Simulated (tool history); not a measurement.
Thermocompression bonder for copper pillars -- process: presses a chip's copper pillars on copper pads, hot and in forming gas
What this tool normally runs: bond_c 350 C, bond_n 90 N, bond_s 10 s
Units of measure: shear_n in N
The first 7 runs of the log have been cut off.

run 8 day=4.196 | bond_c=350 bond_n=90 bond_s=10 | shear_n=59.2
run 9 day=4.796 | bond_c=350 bond_n=70 bond_s=10 | shear_n=53.1
run 10 day=5.208 | bond_c=350 bond_n=70 bond_s=10 | shear_n=50.4
run 11 day=5.642 | bond_c=330 bond_n=90 bond_s=10 | shear_n=47.8
run 12 day=6.238 | bond_c=330 bond_n=90 bond_s=10 | shear_n=47.8
run 13 day=6.617 | bond_c=330 bond_n=90 bond_s=10 | shear_n=48.2
run 14 day=7.204 | bond_c=330 bond_n=90 bond_s=10 | shear_n=48.7
run 15 day=7.967 | bond_c=330 bond_n=90 bond_s=10 | shear_n=48.4
run 16 day=8.467 | bond_c=330 bond_n=90 bond_s=10 | shear_n=48
run 17 day=9.067 | bond_c=328 bond_n=100 bond_s=15 | shear_n=57.5
run 18 day=9.621 | bond_c=328 bond_n=100 bond_s=15 | shear_n=56.8
-- day=9.775 heater calibrated with a thermocouple chip
run 19 day=10.412 | bond_c=339 bond_n=86 bond_s=27 | shear_n=70.7
run 20 day=11.117 | bond_c=323 bond_n=87 bond_s=10 | shear_n=41.7
run 21 day=11.546 | bond_c=323 bond_n=119 bond_s=21 | shear_n=65.1
run 22 day=12.288 | bond_c=323 bond_n=119 bond_s=21 | shear_n=65.6
run 23 day=13.05 | bond_c=323 bond_n=119 bond_s=13 | shear_n=55.7
run 24 day=13.388 | bond_c=323 bond_n=119 bond_s=13 | shear_n=54.2
run 25 day=14.112 | bond_c=323 bond_n=119 bond_s=13 | shear_n=54
-- day=14.588 heater calibrated with a thermocouple chip, once more
run 26 day=14.971 | bond_c=323 bond_n=119 bond_s=13 | shear_n=54.8
run 27 day=15.638 | bond_c=350 bond_n=90 bond_s=9 | shear_n=54.8
run 28 day=16.4 | bond_c=350 bond_n=90 bond_s=6 | shear_n=48.2
run 29 day=16.729 | bond_c=334 bond_n=95 bond_s=8 | shear_n=45.1
run 30 day=17.112 | bond_c=338 bond_n=134 bond_s=16 | shear_n=69.6
run 31 day=17.896 | bond_c=347 bond_n=74 bond_s=8 | shear_n=46.4

What if the next run were any one of these 5? Each begins from the tool's condition after run 31:
run A day=18.596 | bond_c=373 bond_n=89 bond_s=14 | shear_n=?
run B day=18.596 | bond_c=347 bond_n=74 bond_s=20 | shear_n=?
run C day=18.596 | bond_c=336 bond_n=74 bond_s=6 | shear_n=?
run D day=18.596 | bond_c=328 bond_n=56 bond_s=17 | shear_n=?
run E day=18.596 | bond_c=342 bond_n=60 bond_s=17 | shear_n=?

run=A shear_n=73.5
run=B shear_n=62.7
run=C shear_n=37.3
run=D shear_n=43.8
run=E shear_n=51.4
The same runs, with their run-to-run variation unchanged, on a tool lacking any hidden condition would have given:
run=A shear_n=79.2
run=B shear_n=67.5
run=C shear_n=40
run=D shear_n=47
run=E shear_n=55.3
